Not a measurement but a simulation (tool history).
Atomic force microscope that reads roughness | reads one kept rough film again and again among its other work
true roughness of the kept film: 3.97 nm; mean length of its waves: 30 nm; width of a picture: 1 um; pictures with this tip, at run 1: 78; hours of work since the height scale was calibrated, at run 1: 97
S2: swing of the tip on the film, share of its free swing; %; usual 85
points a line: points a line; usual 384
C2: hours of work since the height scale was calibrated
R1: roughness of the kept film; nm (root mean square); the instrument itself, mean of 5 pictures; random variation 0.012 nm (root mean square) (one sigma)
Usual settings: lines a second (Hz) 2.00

{"run": 1, "hour": 0.0, "lines a second (Hz)": 2.0, "S2": 85, "points a line": 384, "pictures with this tip": 78, "C2": 97, "R1": 2.614}
{"run": 2, "hour": 5.4, "lines a second (Hz)": 2.0, "S2": 85, "points a line": 384, "pictures with this tip": 86, "C2": 101, "R1": 2.598}
{"run": 3, "hour": 12.7, "lines a second (Hz)": 2.0, "S2": 85, "points a line": 384, "pictures with this tip": 96, "C2": 106, "R1": 2.576}
{"run": 4, "hour": 18.6, "lines a second (Hz)": 3.25, "S2": 85, "points a line": 384, "pictures with this tip": 105, "C2": 111, "R1": 2.251}
{"run": 5, "hour": 25.9, "lines a second (Hz)": 2.0, "S2": 85, "points a line": 384, "pictures with this tip": 115, "C2": 116, "R1": 2.537}
{"run": 6, "hour": 35.5, "lines a second (Hz)": 2.0, "S2": 85, "points a line": 392, "pictures with this tip": 129, "C2": 122, "R1": 2.5}
{"run": 7, "hour": 43.5, "lines a second (Hz)": 2.0, "S2": 85, "points a line": 392, "pictures with this tip": 140, "C2": 128, "R1": 2.463}
{"run": 8, "hour": 48.8, "lines a second (Hz)": 2.0, "S2": 85, "points a line": 384, "pictures with this tip": 147, "C2": 132, "R1": 2.449}
{"run": 9, "hour": 59.0, "lines a second (Hz)": 2.0, "S2": 85, "points a line": 822, "pictures with this tip": 162, "C2": 139, "R1": 2.444}
{"run": 10, "hour": 70.5, "lines a second (Hz)": 2.0, "S2": 85, "points a line": 822, "pictures with this tip": 178, "C2": 147, "R1": 2.418}
{"run": 11, "hour": 80.0, "lines a second (Hz)": 1.48, "S2": 85, "points a line": 384, "pictures with this tip": 192, "C2": 154, "R1": 2.512}
{"run": 12, "hour": 85.3, "lines a second (Hz)": 1.48, "S2": 85, "points a line": 384, "pictures with this tip": 199, "C2": 158, "R1": 2.496}
{"hour": 87.3, "done": "height scale calibrated on a step standard"}
{"run": 13, "hour": 92.4, "lines a second (Hz)": 1.48, "S2": 85, "points a line": 384, "pictures with this tip": 208, "C2": 4, "R1": 2.497}
{"run": 14, "hour": 99.6, "lines a second (Hz)": 1.48, "S2": 85, "points a line": 384, "pictures with this tip": 218, "C2": 9, "R1": 2.445}
{"run": 15, "hour": 105.6, "lines a second (Hz)": 1.48, "S2": 85, "points a line": 384, "pictures with this tip": 227, "C2": 13, "R1": 2.447}
{"run": 16, "hour": 115.9, "lines a second (Hz)": 1.48, "S2": 85, "points a line": 384, "pictures with this tip": 241, "C2": 20, "R1": 2.408}
{"run": 17, "hour": 126.7, "lines a second (Hz)": 1.48, "S2": 85, "points a line": 384, "pictures with this tip": 256, "C2": 28, "R1": 2.375}
{"hour": 128.9, "done": "new tip fitted"}
{"run": 18, "hour": 135.7, "lines a second (Hz)": 1.48, "S2": 85, "points a line": 733, "pictures with this tip": 9, "C2": 34, "R1": 2.973}
{"run": 19, "hour": 144.4, "lines a second (Hz)": 0.77, "S2": 85, "points a line": 384, "pictures with this tip": 22, "C2": 40, "R1": 3.217}
{"hour": 146.1, "done": "height scale calibrated on a step standard, once more"}
{"run": 20, "hour": 155.8, "lines a second (Hz)": 0.77, "S2": 55, "points a line": 410, "pictures with this tip": 37, "C2": 7, "R1": 3.434}
{"run": 21, "hour": 162.5, "lines a second (Hz)": 0.77, "S2": 55, "points a line": 410, "pictures with this tip": 46, "C2": 12, "R1": 3.42}
{"run": 22, "hour": 173.4, "lines a second (Hz)": 0.77, "S2": 55, "points a line": 410, "pictures with this tip": 61, "C2": 19, "R1": 3.382}
{"run": 23, "hour": 182.2, "lines a second (Hz)": 0.64, "S2": 89, "points a line": 410, "pictures with this tip": 74, "C2": 25, "R1": 3.046}
{"run": 24, "hour": 193.7, "lines a second (Hz)": 2.19, "S2": 85, "points a line": 687, "pictures with this tip": 90, "C2": 34, "R1": 2.578}
{"run": 25, "hour": 200.0, "lines a second (Hz)": 2.69, "S2": 80, "points a line": 325, "pictures with this tip": 99, "C2": 38, "R1": 2.574}
{"run": 26, "hour": 208.5, "lines a second (Hz)": 0.95, "S2": 85, "points a line": 262, "pictures with this tip": 111, "C2": 44, "R1": 2.886}
{"run": 27, "hour": 220.0, "lines a second (Hz)": 0.95, "S2": 85, "points a line": 262, "pictures with this tip": 128, "C2": 52, "R1": 2.841}
{"run": 28, "hour": 226.6, "lines a second (Hz)": 0.95, "S2": 85, "points a line": 262, "pictures with this tip": 137, "C2": 57, "R1": 2.831}
{"run": 29, "hour": 237.1, "lines a second (Hz)": 3.64, "S2": 80, "points a line": 424, "pictures with this tip": 152, "C2": 64, "R1": 2.304}
{"run": 30, "hour": 247.7, "lines a second (Hz)": 1.13, "S2": 68, "points a line": 896, "pictures with this tip": 167, "C2": 72, "R1": 2.959}
{"run": 31, "hour": 253.2, "lines a second (Hz)": 1.13, "S2": 68, "points a line": 896, "pictures with this tip": 175, "C2": 76, "R1": 2.96}
{"run": 32, "hour": 263.4, "lines a second (Hz)": 2.78, "S2": 68, "points a line": 896, "pictures with this tip": 189, "C2": 83, "R1": 2.686}

Some steps in R1 between neighbouring runs. How much of each would the tool show without its hidden state too (settings, what came in, random variation), and how much is left for the hidden state, with any gauge scatter that isn't in both results?
The hidden state here: radius of the tip, nm; height scale over the true one, %; drift of the gauge itself on roughness_nm, %.
Run 4 -> 5: lines a second (Hz) 3.25 -> 2.00. R1 +0.286 nm (root mean square): hidden state -0.058, all else +0.344.
Run 17 -> 18: points a line 384 -> 733, new tip fitted. R1 +0.598 nm (root mean square): hidden state +0.591, all else +0.007.
Run 28 -> 29: lines a second (Hz) 0.95 -> 3.64, S2 85 -> 80, points a line 262 -> 424. R1 -0.527 nm (root mean square): hidden state +0.034, all else -0.561.
Run 29 -> 30: lines a second (Hz) 3.64 -> 1.13, S2 80 -> 68, points a line 424 -> 896. R1 +0.655 nm (root mean square): hidden state -0.134, all else +0.789.
